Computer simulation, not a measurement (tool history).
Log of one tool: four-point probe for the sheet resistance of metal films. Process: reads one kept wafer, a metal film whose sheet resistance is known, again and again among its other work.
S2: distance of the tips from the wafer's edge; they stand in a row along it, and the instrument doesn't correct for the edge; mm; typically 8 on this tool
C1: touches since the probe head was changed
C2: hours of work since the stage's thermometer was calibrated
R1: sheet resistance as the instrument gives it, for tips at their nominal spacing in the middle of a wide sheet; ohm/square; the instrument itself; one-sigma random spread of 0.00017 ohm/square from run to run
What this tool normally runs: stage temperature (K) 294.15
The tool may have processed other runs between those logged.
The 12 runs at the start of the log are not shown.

run 13 hour=397.6 | stage_temperature_(K)=292.15 S2=8 | C1=25630 C2=1723 | R1=0.826974
run 14 hour=425.7 | stage_temperature_(K)=308.15 S2=8 | C1=26083 C2=1740 | R1=0.821255
run 15 hour=457.4 | stage_temperature_(K)=303.15 S2=8 | C1=26593 C2=1759 | R1=0.822692
run 16 hour=499.5 | stage_temperature_(K)=303.15 S2=8 | C1=27272 C2=1785 | R1=0.822861
run 17 hour=536.8 | stage_temperature_(K)=300.15 S2=8 | C1=27873 C2=1808 | R1=0.823932
run 18 hour=571.5 | stage_temperature_(K)=300.15 S2=8 | C1=28433 C2=1829 | R1=0.823821
run 19 hour=614.8 | stage_temperature_(K)=300.15 S2=8 | C1=29131 C2=1855 | R1=0.824150
run 20 hour=647.2 | stage_temperature_(K)=300.15 S2=8 | C1=29652 C2=1875 | R1=0.824126
run 21 hour=688.4 | stage_temperature_(K)=304.15 S2=56 | C1=30315 C2=1900 | R1=0.821243
run 22 hour=717.8 | stage_temperature_(K)=304.15 S2=56 | C1=30790 C2=1918 | R1=0.821125
run 23 hour=760.3 | stage_temperature_(K)=304.15 S2=7 | C1=31475 C2=1944 | R1=0.823276
-- hour=762.7 stage's thermometer calibrated
run 24 hour=799.5 | stage_temperature_(K)=306.15 S2=8 | C1=32097 C2=22 | R1=0.821559

Expected results for the next run?
run 25 hour=837.5 | stage_temperature_(K)=303.15 S2=7 | C1=32711 C2=46 | R1=?

{"run 25": {"R1": 0.82333}}
With the hidden condition absent and the run-to-run variation left alone, this run would have shown R1 0.824525 ohm/square.
